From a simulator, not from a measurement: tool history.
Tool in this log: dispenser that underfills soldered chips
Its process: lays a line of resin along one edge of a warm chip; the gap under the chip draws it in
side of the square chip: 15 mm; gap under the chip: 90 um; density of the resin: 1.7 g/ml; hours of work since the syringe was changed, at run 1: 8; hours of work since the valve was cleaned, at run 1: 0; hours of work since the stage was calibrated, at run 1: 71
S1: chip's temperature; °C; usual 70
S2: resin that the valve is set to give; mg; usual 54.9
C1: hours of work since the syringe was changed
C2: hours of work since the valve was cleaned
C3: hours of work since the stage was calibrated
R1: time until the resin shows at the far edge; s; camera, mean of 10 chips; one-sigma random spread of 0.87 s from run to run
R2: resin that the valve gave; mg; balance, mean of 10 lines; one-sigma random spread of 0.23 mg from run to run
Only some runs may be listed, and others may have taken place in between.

run	hour	S1	S2	C1	C2	C3	R1	R2
1	0	70	54.9	8	0	71	143.9	54.82
# hour 3.3: new syringe of resin
2	4.9	57	54.9	1	4	74	170.9	54.92
3	8.8	70	54.9	4	7	77	106.9	54.66
4	14.2	70	54.9	8	11	81	146.6	54.02
# hour 17: new syringe of resin
5	18.1	70	54.9	1	13	84	83.4	54.44
6	21.7	70	54.9	4	16	86	101.3	54.53
7	28	70	54.9	8	21	91	147.5	54.54
# hour 30.6: new syringe of resin
8	33.8	70	54.9	2	25	95	92	53.66
9	36.7	70	54.9	5	27	97	110	53.33
10	42	70	54.9	8	31	101	152.1	53.77
# hour 44.4: new syringe of resin
11	47.6	69	54.9	2	35	105	99.5	53.46
12	52.2	69	54.9	6	38	109	128.9	53.06
13	55.9	70	54.9	9	41	111	150.2	53.09
# hour 58.1: new syringe of resin
14	61.4	84	54.9	2	45	115	48.1	52.62
15	64.9	84	54.9	5	47	118	58	53.06
16	70.7	84	54.9	9	52	122	82.1	52.42
# hour 72: new syringe of resin
17	76.9	84	54.9	4	56	127	53.1	52.31
18	80.4	84	54.9	6	59	129	67.2	52.53
# hour 85.6: new syringe of resin
19	86.4	58	52.9	1	63	133	150	50.02
20	90.2	61	54.9	3	66	136	163.6	52.18
21	96.3	60	48.3	8	70	141	243.6	45.89
# hour 99.5: new syringe of resin
22	102.6	60	48.3	2	75	145	156	45.28
23	106	60	48.3	5	77	148	189.7	44.86
24	112.1	71	61.3	9	82	152	147.9	57.03

Run 25 comes next. What will it give?
# hour 113: new syringe of resin
25	116.3	84	60.8	2	85	155	?	?

{"run 25": {"R1": 49.2, "R2": 56.24}}
Had the tool carried no hidden state, the very same run would have given R1 41.8 s, R2 60.66 mg.
